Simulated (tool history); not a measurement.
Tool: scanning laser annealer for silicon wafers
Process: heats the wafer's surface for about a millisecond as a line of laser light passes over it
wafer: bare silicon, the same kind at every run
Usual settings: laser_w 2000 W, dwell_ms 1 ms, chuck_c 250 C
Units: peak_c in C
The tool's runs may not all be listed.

{"run": 1, "hour": 0.0, "laser_w": 2000, "dwell_ms": 1, "chuck_c": 250, "peak_c": 988}
{"run": 2, "hour": 23.9, "laser_w": 2000, "dwell_ms": 1, "chuck_c": 250, "peak_c": 991}
{"run": 3, "hour": 52.6, "laser_w": 2000, "dwell_ms": 1, "chuck_c": 250, "peak_c": 987}
{"run": 4, "hour": 67.5, "laser_w": 2000, "dwell_ms": 1, "chuck_c": 250, "peak_c": 983}
{"run": 5, "hour": 93.8, "laser_w": 2000, "dwell_ms": 1, "chuck_c": 250, "peak_c": 983}
{"run": 6, "hour": 112.4, "laser_w": 2000, "dwell_ms": 1, "chuck_c": 250, "peak_c": 983}
{"run": 7, "hour": 138.1, "laser_w": 2000, "dwell_ms": 1, "chuck_c": 250, "peak_c": 986}
{"run": 8, "hour": 164.6, "laser_w": 2000, "dwell_ms": 1, "chuck_c": 250, "peak_c": 980}
{"run": 9, "hour": 193.6, "laser_w": 2000, "dwell_ms": 0.96, "chuck_c": 250, "peak_c": 960}
{"run": 10, "hour": 221.2, "laser_w": 2000, "dwell_ms": 1, "chuck_c": 250, "peak_c": 978}
{"run": 11, "hour": 244.4, "laser_w": 2000, "dwell_ms": 1, "chuck_c": 249, "peak_c": 976}
{"run": 12, "hour": 260.7, "laser_w": 2000, "dwell_ms": 1, "chuck_c": 250, "peak_c": 979}
{"run": 13, "hour": 285.3, "laser_w": 2046, "dwell_ms": 1, "chuck_c": 250, "peak_c": 996}
{"run": 14, "hour": 312.8, "laser_w": 2046, "dwell_ms": 1, "chuck_c": 250, "peak_c": 994}
{"run": 15, "hour": 328.4, "laser_w": 2046, "dwell_ms": 1, "chuck_c": 250, "peak_c": 992}
{"hour": 332.8, "done": "window over the wafer cleaned"}
{"run": 16, "hour": 363.3, "laser_w": 2046, "dwell_ms": 1, "chuck_c": 250, "peak_c": 985}
{"run": 17, "hour": 379.8, "laser_w": 1938, "dwell_ms": 1, "chuck_c": 250, "peak_c": 938}
{"run": 18, "hour": 410.3, "laser_w": 2057, "dwell_ms": 1, "chuck_c": 250, "peak_c": 984}
{"run": 19, "hour": 426.0, "laser_w": 2057, "dwell_ms": 1, "chuck_c": 250, "peak_c": 981}
{"run": 20, "hour": 441.6, "laser_w": 2057, "dwell_ms": 1, "chuck_c": 250, "peak_c": 984}
{"run": 21, "hour": 460.2, "laser_w": 2057, "dwell_ms": 1, "chuck_c": 250, "peak_c": 978}
{"run": 22, "hour": 491.2, "laser_w": 1877, "dwell_ms": 1.03, "chuck_c": 275, "peak_c": 946}
{"hour": 512.2, "done": "optics aligned, line set to its width"}
{"run": 23, "hour": 513.3, "laser_w": 1877, "dwell_ms": 1.03, "chuck_c": 275, "peak_c": 963}
{"hour": 525.0, "done": "window over the wafer cleaned, once more"}
{"run": 24, "hour": 530.7, "laser_w": 1773, "dwell_ms": 1.16, "chuck_c": 243, "peak_c": 957}
{"run": 25, "hour": 557.0, "laser_w": 1978, "dwell_ms": 1.04, "chuck_c": 218, "peak_c": 974}
{"run": 26, "hour": 585.0, "laser_w": 1922, "dwell_ms": 1.04, "chuck_c": 250, "peak_c": 983}
{"run": 27, "hour": 614.9, "laser_w": 1922, "dwell_ms": 1.04, "chuck_c": 250, "peak_c": 982}
{"run": 28, "hour": 640.0, "laser_w": 1922, "dwell_ms": 1.04, "chuck_c": 250, "peak_c": 981}
{"run": 29, "hour": 655.0, "laser_w": 1922, "dwell_ms": 1.04, "chuck_c": 250, "peak_c": 981}
{"run": 30, "hour": 674.1, "laser_w": 1899, "dwell_ms": 0.73, "chuck_c": 250, "peak_c": 836}
{"run": 31, "hour": 695.0, "laser_w": 2127, "dwell_ms": 0.99, "chuck_c": 281, "peak_c": 1074}
{"run": 32, "hour": 717.0, "laser_w": 2127, "dwell_ms": 0.99, "chuck_c": 281, "peak_c": 1073}
{"run": 33, "hour": 747.1, "laser_w": 1924, "dwell_ms": 0.91, "chuck_c": 230, "peak_c": 900}
{"run": 34, "hour": 779.9, "laser_w": 1879, "dwell_ms": 0.7, "chuck_c": 223, "peak_c": 781}
{"run": 35, "hour": 805.2, "laser_w": 2000, "dwell_ms": 1, "chuck_c": 255, "peak_c": 995}
{"run": 36, "hour": 823.0, "laser_w": 2000, "dwell_ms": 1, "chuck_c": 255, "peak_c": 995}
{"run": 37, "hour": 844.6, "laser_w": 2000, "dwell_ms": 1, "chuck_c": 255, "peak_c": 994}
{"run": 38, "hour": 871.9, "laser_w": 1812, "dwell_ms": 1.01, "chuck_c": 241, "peak_c": 904}
{"run": 39, "hour": 895.2, "laser_w": 1812, "dwell_ms": 1.01, "chuck_c": 241, "peak_c": 902}
{"run": 40, "hour": 921.5, "laser_w": 1812, "dwell_ms": 1.01, "chuck_c": 241, "peak_c": 901}
{"run": 41, "hour": 937.7, "laser_w": 2191, "dwell_ms": 0.82, "chuck_c": 253, "peak_c": 981}

Hidden state or all else? Some run-to-run changes of peak_c, split into what the settings, what came in and random variation would give without the hidden state, and what is left for the hidden state (with any gauge scatter that isn't in both results):
The hidden state here: light that passes the window, % of a clean one's; laser's true power over the reading, %; width of the line over the set one, %; drift of the gauge itself on peak_c, C.
Run 15 -> 16: window over the wafer cleaned. peak_c -7 C: hidden state -11, all else +4.
Run 22 -> 23: optics aligned, line set to its width. peak_c +17 C: hidden state +16, all else +1.
Run 23 -> 24: laser_w 1877 -> 1773, dwell_ms 1.03 -> 1.16, chuck_c 275 -> 243, window over the wafer cleaned, once more. peak_c -6 C: hidden state +25, all else -31.
Run 30 -> 31: laser_w 1899 -> 2127, dwell_ms 0.73 -> 0.99, chuck_c 250 -> 281. peak_c +238 C: hidden state -4, all else +242.
Run 32 -> 33: laser_w 2127 -> 1924, dwell_ms 0.99 -> 0.91, chuck_c 281 -> 230. peak_c -173 C: hidden state +0, all else -173.
Run 34 -> 35: laser_w 1879 -> 2000, dwell_ms 0.7 -> 1, chuck_c 223 -> 255. peak_c +214 C: hidden state -4, all else +218.
